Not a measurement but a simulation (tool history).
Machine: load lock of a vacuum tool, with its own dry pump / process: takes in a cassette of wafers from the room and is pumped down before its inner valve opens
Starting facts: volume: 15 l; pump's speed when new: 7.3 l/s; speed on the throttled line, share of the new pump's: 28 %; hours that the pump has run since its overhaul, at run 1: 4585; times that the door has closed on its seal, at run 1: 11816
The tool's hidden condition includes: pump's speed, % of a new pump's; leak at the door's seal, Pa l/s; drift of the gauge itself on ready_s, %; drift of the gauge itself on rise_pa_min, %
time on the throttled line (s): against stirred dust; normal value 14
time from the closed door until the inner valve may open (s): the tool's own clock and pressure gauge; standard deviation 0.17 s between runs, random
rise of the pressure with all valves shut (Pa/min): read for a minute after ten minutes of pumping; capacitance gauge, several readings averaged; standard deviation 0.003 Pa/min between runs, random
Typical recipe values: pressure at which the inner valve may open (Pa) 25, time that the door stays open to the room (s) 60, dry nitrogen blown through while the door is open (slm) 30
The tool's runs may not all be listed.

run,hour,time on the throttled line (s),pressure at which the inner valve may open (Pa),time that the door stays open to the room (s),dry nitrogen blown through while the door is open (slm),hours that the pump has run since its overhaul,times that the door has closed on its seal,"incoming humidity of the room's air, %",time from the closed door until the inner valve may open (s),rise of the pressure with all valves shut (Pa/min)
1,0.0,14,25,60,30,4585,11816,48.5,28.3,0.146
2,71.2,14,25,60,30,4656,12057,45.6,28.3,0.158
3,119.2,14,25,66,30,4704,12219,44.6,28.6,0.153
4,169.2,14,25,66,30,4754,12389,44.4,28.2,0.157
5,215.8,14,25,60,30,4801,12547,42.8,28.5,0.161
6,264.8,14,25,60,30,4850,12713,43.1,28.5,0.162
7,309.4,14,25,60,30,4895,12864,42.5,28.4,0.164
8,377.2,14,25,60,30,4962,13094,45.5,28.5,0.168
9,460.2,14,25,60,30,5045,13375,43.4,29.0,0.171
10,517.3,8,25,60,30,5102,13568,42.9,24.3,0.174
11,606.3,8,25,60,30,5191,13870,46.1,24.2,0.180
12,674.3,8,25,60,30,5259,14100,44.9,24.6,0.183
13,755.8,14,25,60,30,5341,14376,45.0,28.9,0.191
14,834.4,10,22,81,8,5419,14642,43.2,26.5,0.218
15,911.1,9,31,81,31,5496,14902,40.3,24.9,0.199
16,959.8,9,31,81,31,5545,15067,44.9,24.8,0.205
17,1005.2,9,31,81,31,5590,15221,46.5,24.7,0.210
18,1049.4,9,31,81,31,5634,15371,41.4,24.8,0.213
19,1123.8,9,31,81,31,5709,15623,50.2,24.8,0.216
20,1210.3,9,37,81,19,5795,15916,45.2,24.3,0.228
21,1306.8,14,25,60,6,5892,16243,44.5,28.9,0.244
22,1380.9,27,31,193,7,5966,16494,44.5,37.4,0.297
23,1470.7,22,39,98,30,6056,16798,48.7,33.4,0.245
24,1555.2,24,35,158,11,6140,17085,44.1,35.2,0.272
25,1627.5,14,20,60,12,6213,17330,48.8,29.3,0.244
26,1726.3,14,20,64,8,6311,17664,43.1,29.8,0.266

Each row is a separate what-if for the run after 26, all from the same tool condition, not one after another. Results?
A,1806.7,8,25,60,30,6392,17937,45.9,?,?
B,1806.7,27,25,108,8,6392,17937,44.6,?,?
C,1806.7,14,41,151,30,6392,17937,50.7,?,?
D,1806.7,14,22,64,10,6392,17937,44.8,?,?

run,time from the closed door until the inner valve may open (s),rise of the pressure with all valves shut (Pa/min)
A,25.0,0.256
B,37.8,0.286
C,28.1,0.260
D,29.2,0.264
Take away the tool's hidden state, keep each run's random variation, and the runs would have read:
run,time from the closed door until the inner valve may open (s),rise of the pressure with all valves shut (Pa/min)
A,23.0,0.026
B,36.6,0.053
C,26.4,0.028
D,27.4,0.034
